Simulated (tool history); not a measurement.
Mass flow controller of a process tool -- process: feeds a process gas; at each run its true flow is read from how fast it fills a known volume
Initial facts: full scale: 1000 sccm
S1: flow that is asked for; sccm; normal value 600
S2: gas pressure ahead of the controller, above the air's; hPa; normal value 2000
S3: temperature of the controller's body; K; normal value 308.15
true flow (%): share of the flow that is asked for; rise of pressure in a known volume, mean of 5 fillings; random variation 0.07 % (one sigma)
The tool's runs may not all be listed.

{"run": 1, "hour": 0.0, "S1": 600, "S2": 2000, "S3": 308.15, "true flow (%)": 94.17}
{"run": 2, "hour": 345.1, "S1": 392, "S2": 2000, "S3": 308.15, "true flow (%)": 94.33}
{"hour": 498.7, "done": "controller exchanged for a calibrated one"}
{"run": 3, "hour": 763.6, "S1": 600, "S2": 2000, "S3": 308.15, "true flow (%)": 97.91}
{"run": 4, "hour": 1156.9, "S1": 600, "S2": 1900, "S3": 308.15, "true flow (%)": 97.82}
{"run": 5, "hour": 1461.8, "S1": 600, "S2": 2560, "S3": 308.15, "true flow (%)": 97.6}
{"run": 6, "hour": 1722.5, "S1": 869, "S2": 2000, "S3": 308.15, "true flow (%)": 98.46}
{"run": 7, "hour": 1938.6, "S1": 600, "S2": 2000, "S3": 294.15, "true flow (%)": 99.37}
{"run": 8, "hour": 2374.6, "S1": 600, "S2": 2000, "S3": 308.15, "true flow (%)": 97.72}
{"run": 9, "hour": 2749.0, "S1": 600, "S2": 2000, "S3": 308.15, "true flow (%)": 97.61}
{"run": 10, "hour": 3121.3, "S1": 600, "S2": 2000, "S3": 308.15, "true flow (%)": 97.51}
{"run": 11, "hour": 3332.5, "S1": 600, "S2": 2000, "S3": 298.15, "true flow (%)": 98.72}
{"run": 12, "hour": 3758.5, "S1": 600, "S2": 2000, "S3": 298.15, "true flow (%)": 98.69}
{"run": 13, "hour": 4190.3, "S1": 600, "S2": 2000, "S3": 298.15, "true flow (%)": 98.7}
{"run": 14, "hour": 4557.2, "S1": 600, "S2": 2000, "S3": 298.15, "true flow (%)": 98.62}
{"run": 15, "hour": 4792.3, "S1": 600, "S2": 2000, "S3": 298.15, "true flow (%)": 98.58}
{"run": 16, "hour": 5086.0, "S1": 600, "S2": 2000, "S3": 308.15, "true flow (%)": 97.53}
{"run": 17, "hour": 5545.0, "S1": 600, "S2": 2000, "S3": 308.15, "true flow (%)": 97.32}
{"run": 18, "hour": 5750.2, "S1": 600, "S2": 2000, "S3": 308.15, "true flow (%)": 97.3}
{"run": 19, "hour": 5983.4, "S1": 600, "S2": 2000, "S3": 308.15, "true flow (%)": 97.3}
{"run": 20, "hour": 6443.5, "S1": 234, "S2": 1800, "S3": 304.15, "true flow (%)": 98.31}
{"run": 21, "hour": 6917.0, "S1": 932, "S2": 1600, "S3": 302.15, "true flow (%)": 98.5}
{"run": 22, "hour": 7167.2, "S1": 238, "S2": 1820, "S3": 303.15, "true flow (%)": 98.36}
{"run": 23, "hour": 7503.3, "S1": 200, "S2": 2170, "S3": 305.15, "true flow (%)": 98.47}

What does the tool deliver on the next run?
{"run": 24, "hour": 7851.6, "S1": 356, "S2": 1480, "S3": 305.15, "true flow (%)": "?"}

Run 24 produced true flow (%) 97.63.
With no hidden state in the tool, this same run would have given true flow (%) 97.55.

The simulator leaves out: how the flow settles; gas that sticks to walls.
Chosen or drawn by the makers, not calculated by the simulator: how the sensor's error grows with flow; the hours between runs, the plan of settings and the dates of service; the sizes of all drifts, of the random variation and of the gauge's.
